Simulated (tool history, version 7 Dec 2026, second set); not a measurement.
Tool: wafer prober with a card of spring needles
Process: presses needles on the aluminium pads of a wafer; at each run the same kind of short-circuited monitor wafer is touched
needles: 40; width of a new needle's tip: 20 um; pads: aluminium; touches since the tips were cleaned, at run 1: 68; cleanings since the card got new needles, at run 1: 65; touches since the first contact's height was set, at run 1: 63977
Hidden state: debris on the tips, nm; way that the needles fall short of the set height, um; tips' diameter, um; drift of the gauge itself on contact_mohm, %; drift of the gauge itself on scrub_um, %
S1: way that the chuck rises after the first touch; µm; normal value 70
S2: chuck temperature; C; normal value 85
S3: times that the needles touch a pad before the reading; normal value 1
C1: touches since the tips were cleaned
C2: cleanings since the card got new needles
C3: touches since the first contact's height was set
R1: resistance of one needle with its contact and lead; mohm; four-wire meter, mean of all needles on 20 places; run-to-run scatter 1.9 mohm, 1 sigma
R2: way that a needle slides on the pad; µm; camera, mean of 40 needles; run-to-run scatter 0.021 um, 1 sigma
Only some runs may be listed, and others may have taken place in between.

{"run": 1, "hour": 0.0, "S1": 70, "S2": 85, "S3": 1, "C1": 68, "C2": 65, "C3": 63977, "R1": 197, "R2": 12.26}
{"hour": 9.0, "done": "tips cleaned on abrasive film"}
{"run": 2, "hour": 14.2, "S1": 70, "S2": 96, "S3": 1, "C1": 2681, "C2": 66, "C3": 71259, "R1": 211, "R2": 12.22}
{"hour": 19.1, "done": "tips cleaned on abrasive film"}
{"run": 3, "hour": 26.2, "S1": 70, "S2": 85, "S3": 1, "C1": 3627, "C2": 67, "C3": 77383, "R1": 212, "R2": 12.21}
{"hour": 28.1, "done": "tips cleaned on abrasive film"}
{"hour": 37.1, "done": "tips cleaned on abrasive film"}
{"hour": 47.6, "done": "tips cleaned on abrasive film"}
{"run": 4, "hour": 47.7, "S1": 70, "S2": 85, "S3": 1, "C1": 71, "C2": 70, "C3": 88331, "R1": 201, "R2": 12.19}
{"hour": 56.7, "done": "tips cleaned on abrasive film"}
{"hour": 66.5, "done": "tips cleaned on abrasive film"}
{"run": 5, "hour": 72.8, "S1": 70, "S2": 85, "S3": 1, "C1": 3270, "C2": 72, "C3": 101190, "R1": 212, "R2": 12.14}
{"hour": 76.5, "done": "tips cleaned on abrasive film"}
{"hour": 86.4, "done": "tips cleaned on abrasive film"}
{"run": 6, "hour": 91.9, "S1": 70, "S2": 85, "S3": 1, "C1": 2861, "C2": 74, "C3": 110962, "R1": 217, "R2": 12.11}
{"hour": 95.7, "done": "tips cleaned on abrasive film"}
{"hour": 104.6, "done": "tips cleaned on abrasive film"}
{"hour": 114.8, "done": "tips cleaned on abrasive film"}
{"run": 7, "hour": 115.5, "S1": 70, "S2": 85, "S3": 1, "C1": 338, "C2": 77, "C3": 122963, "R1": 204, "R2": 12.06}
{"hour": 125.6, "done": "tips cleaned on abrasive film"}
{"hour": 129.9, "done": "height of the first contact set anew"}
{"run": 8, "hour": 133.6, "S1": 70, "S2": 85, "S3": 1, "C1": 3990, "C2": 78, "C3": 1906, "R1": 214, "R2": 12.47}
{"hour": 135.1, "done": "tips cleaned on abrasive film"}
{"hour": 144.4, "done": "tips cleaned on abrasive film"}
{"run": 9, "hour": 152.2, "S1": 70, "S2": 85, "S3": 1, "C1": 4013, "C2": 80, "C3": 11377, "R1": 215, "R2": 12.42}
{"hour": 153.7, "done": "tips cleaned on abrasive film"}
{"hour": 162.7, "done": "tips cleaned on abrasive film"}
{"run": 10, "hour": 168.3, "S1": 70, "S2": 85, "S3": 1, "C1": 2869, "C2": 82, "C3": 19592, "R1": 210, "R2": 12.42}
{"hour": 172.6, "done": "tips cleaned on abrasive film"}
{"hour": 181.9, "done": "tips cleaned on abrasive film"}
{"run": 11, "hour": 187.8, "S1": 70, "S2": 85, "S3": 1, "C1": 3062, "C2": 84, "C3": 29573, "R1": 210, "R2": 12.32}
{"hour": 192.2, "done": "tips cleaned on abrasive film"}
{"hour": 201.6, "done": "tips cleaned on abrasive film"}
{"run": 12, "hour": 208.8, "S1": 70, "S2": 85, "S3": 3, "C1": 3719, "C2": 86, "C3": 40287, "R1": 206, "R2": 12.29}
{"hour": 210.4, "done": "tips cleaned on abrasive film"}
{"hour": 219.7, "done": "tips cleaned on abrasive film"}
{"run": 13, "hour": 219.7, "S1": 70, "S2": 85, "S3": 1, "C1": 0, "C2": 88, "C3": 45834, "R1": 197, "R2": 12.34}
{"hour": 228.6, "done": "tips cleaned on abrasive film"}
{"hour": 237.6, "done": "tips cleaned on abrasive film"}
{"run": 14, "hour": 241.7, "S1": 70, "S2": 52, "S3": 1, "C1": 2131, "C2": 90, "C3": 57083, "R1": 202, "R2": 12.3}
{"hour": 246.8, "done": "tips cleaned on abrasive film"}
{"hour": 257.2, "done": "tips cleaned on abrasive film"}
{"hour": 266.5, "done": "tips cleaned on abrasive film"}
{"run": 15, "hour": 266.5, "S1": 70, "S2": 85, "S3": 1, "C1": 0, "C2": 93, "C3": 69719, "R1": 204, "R2": 12.21}
{"hour": 276.1, "done": "tips cleaned on abrasive film"}
{"run": 16, "hour": 281.5, "S1": 70, "S2": 28, "S3": 1, "C1": 2752, "C2": 94, "C3": 77389, "R1": 200, "R2": 12.22}
{"hour": 286.9, "done": "tips cleaned on abrasive film"}
{"run": 17, "hour": 294.0, "S1": 66, "S2": 72, "S3": 1, "C1": 3656, "C2": 95, "C3": 83773, "R1": 216, "R2": 11.46}
{"hour": 296.2, "done": "tips cleaned on abrasive film"}
{"hour": 307.0, "done": "tips cleaned on abrasive film"}
{"run": 18, "hour": 312.6, "S1": 70, "S2": 34, "S3": 1, "C1": 2887, "C2": 97, "C3": 93291, "R1": 203, "R2": 12.16}
{"hour": 316.4, "done": "tips cleaned on abrasive film"}
{"hour": 325.7, "done": "tips cleaned on abrasive film"}
{"hour": 334.9, "done": "tips cleaned on abrasive film"}
{"run": 19, "hour": 337.5, "S1": 59, "S2": 34, "S3": 1, "C1": 1366, "C2": 100, "C3": 105990, "R1": 205, "R2": 10.2}
{"hour": 344.1, "done": "tips cleaned on abrasive film"}
{"run": 20, "hour": 350.3, "S1": 56, "S2": 34, "S3": 1, "C1": 3190, "C2": 101, "C3": 112541, "R1": 216, "R2": 9.64}
{"hour": 354.0, "done": "tips cleaned on abrasive film"}
{"run": 21, "hour": 361.6, "S1": 56, "S2": 34, "S3": 1, "C1": 3910, "C2": 102, "C3": 118335, "R1": 218, "R2": 9.61}
{"hour": 363.2, "done": "tips cleaned on abrasive film"}
{"hour": 372.8, "done": "tips cleaned on abrasive film"}
{"hour": 382.0, "done": "tips cleaned on abrasive film"}
{"run": 22, "hour": 382.2, "S1": 70, "S2": 36, "S3": 1, "C1": 126, "C2": 105, "C3": 128802, "R1": 193, "R2": 12.05}
{"hour": 385.0, "done": "height of the first contact set anew"}
{"hour": 392.1, "done": "tips cleaned on abrasive film"}
{"run": 23, "hour": 398.3, "S1": 76, "S2": 36, "S3": 2, "C1": 3231, "C2": 106, "C3": 6811, "R1": 195, "R2": 13.55}
{"hour": 402.0, "done": "tips cleaned on abrasive film"}
{"hour": 411.7, "done": "tips cleaned on abrasive film"}
{"run": 24, "hour": 414.4, "S1": 56, "S2": 61, "S3": 2, "C1": 1426, "C2": 108, "C3": 15004, "R1": 207, "R2": 9.91}
{"hour": 422.2, "done": "tips cleaned on abrasive film"}
{"run": 25, "hour": 424.9, "S1": 56, "S2": 61, "S3": 2, "C1": 1368, "C2": 109, "C3": 20356, "R1": 206, "R2": 9.92}
{"hour": 432.0, "done": "tips cleaned on abrasive film"}
{"hour": 441.1, "done": "tips cleaned on abrasive film"}
{"run": 26, "hour": 443.9, "S1": 70, "S2": 42, "S3": 1, "C1": 1422, "C2": 111, "C3": 30064, "R1": 198, "R2": 12.35}
{"hour": 450.2, "done": "tips cleaned on abrasive film"}
{"hour": 459.2, "done": "tips cleaned on abrasive film"}
{"hour": 469.0, "done": "tips cleaned on abrasive film"}
{"run": 27, "hour": 469.0, "S1": 85, "S2": 52, "S3": 3, "C1": 0, "C2": 114, "C3": 42886, "R1": 190, "R2": 15.02}
{"hour": 478.0, "done": "tips cleaned on abrasive film"}
{"hour": 488.1, "done": "tips cleaned on abrasive film"}
{"run": 28, "hour": 488.6, "S1": 88, "S2": 65, "S3": 2, "C1": 268, "C2": 116, "C3": 52859, "R1": 194, "R2": 15.49}
{"hour": 497.2, "done": "tips cleaned on abrasive film"}
{"hour": 506.4, "done": "tips cleaned on abrasive film"}
{"run": 29, "hour": 507.9, "S1": 88, "S2": 65, "S3": 2, "C1": 799, "C2": 118, "C3": 62739, "R1": 196, "R2": 15.45}
{"hour": 515.2, "done": "tips cleaned on abrasive film"}
{"hour": 525.5, "done": "tips cleaned on abrasive film"}
{"run": 30, "hour": 531.5, "S1": 70, "S2": 108, "S3": 1, "C1": 3075, "C2": 120, "C3": 74784, "R1": 217, "R2": 12.21}

Branching from run 30: 5 alternative next runs. What would each branch give?
{"hour": 535.4, "done": "tips cleaned on abrasive film"}
{"run": "A", "hour": 541.6, "S1": 52, "S2": 29, "S3": 3, "C1": 3201, "C2": 121, "C3": 79982, "R1": "?", "R2": "?"}
{"hour": 535.4, "done": "tips cleaned on abrasive film"}
{"run": "B", "hour": 541.6, "S1": 80, "S2": 76, "S3": 2, "C1": 3201, "C2": 121, "C3": 79982, "R1": "?", "R2": "?"}
{"hour": 535.4, "done": "tips cleaned on abrasive film"}
{"run": "C", "hour": 541.6, "S1": 58, "S2": 40, "S3": 1, "C1": 3201, "C2": 121, "C3": 79982, "R1": "?", "R2": "?"}
{"hour": 535.4, "done": "tips cleaned on abrasive film"}
{"run": "D", "hour": 541.6, "S1": 88, "S2": 108, "S3": 1, "C1": 3201, "C2": 121, "C3": 79982, "R1": "?", "R2": "?"}
{"hour": 535.4, "done": "tips cleaned on abrasive film"}
{"run": "E", "hour": 541.6, "S1": 71, "S2": 44, "S3": 2, "C1": 3201, "C2": 121, "C3": 79982, "R1": "?", "R2": "?"}

run=A R1=201 R2=8.99
run=B R1=203 R2=13.98
run=C R1=220 R2=10.11
run=D R1=211 R2=15.45
run=E R1=200 R2=12.40
Without the tool's hidden state the same runs would have given:
run=A R1=187 R2=9.24
run=B R1=193 R2=14.23
run=C R1=192 R2=10.36
run=D R1=199 R2=15.71
run=E R1=188 R2=12.65
